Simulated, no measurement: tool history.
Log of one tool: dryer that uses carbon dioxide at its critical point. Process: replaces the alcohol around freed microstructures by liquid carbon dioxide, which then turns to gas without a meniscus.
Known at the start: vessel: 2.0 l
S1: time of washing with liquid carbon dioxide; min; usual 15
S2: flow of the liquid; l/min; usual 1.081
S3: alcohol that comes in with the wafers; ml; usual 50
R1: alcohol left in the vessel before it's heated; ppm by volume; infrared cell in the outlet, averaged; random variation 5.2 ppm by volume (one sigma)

run,hour,S1,S2,S3,R1
1,0,15,1.081,50,165
2,11.3,15,1.081,50,166
3,22.9,12,1.081,50,378
4,33.8,12,0.85,50,867
5,58.6,12,0.85,50,859
6,69.5,12,0.85,50,873
7,91,15,0.86,50,418
8,104.1,15,1.081,50,204
9,117.3,15,1.081,50,200
10,136.1,14,1.081,50,257
11,147.3,14,1.081,50,244
12,172.9,15,1.5,50,124
13,192.7,15,1.5,50,130
14,205.4,15,0.91,50,384
15,223.6,15,0.91,50,401
16,249.3,15,0.91,50,390
17,269.7,15,0.91,50,398
18,283.6,15,0.91,50,419
19,294.1,20,1.81,45,129
20,312.4,18,1.55,27,144
21,323.5,18,1.55,27,143
22,340.2,18,1.55,27,136
23,356.9,18,1.55,27,151
24,380.1,14,1.55,27,158
25,402.4,12,0.97,27,460
26,417.1,12,0.97,27,467
27,431,15,1.62,22,160
# hour 453.7: inlet filter changed
28,453.7,15,1.62,22,160
29,472.5,15,1.62,22,165
30,487.2,10,0.76,50,1995
31,501.8,10,0.79,50,1774
32,521.1,10,0.79,50,1771
33,545.1,20,1.081,66,198
34,555.8,20,1.69,24,180
35,576.5,21,1.58,22,193

Measured less the same run without the tool's hidden state. The same run-to-run variation is in both; the gauge's scatter may not be:
The hidden state here: flow that reaches the vessel past the clogged filter, %; alcohol in the recycled carbon dioxide, ppm; drift of the gauge itself on alcohol_ppm, %.
run,R1
1,+83
2,+85
3,+114
4,+162
5,+172
6,+180
7,+143
8,+113
9,+116
10,+130
11,+128
12,+106
13,+114
14,+173
15,+186
16,+187
17,+195
18,+206
19,+126
20,+131
21,+131
22,+133
23,+139
24,+148
25,+238
26,+243
27,+151
28,+156
29,+157
30,+202
31,+205
32,+219
33,+175
34,+174
35,+182
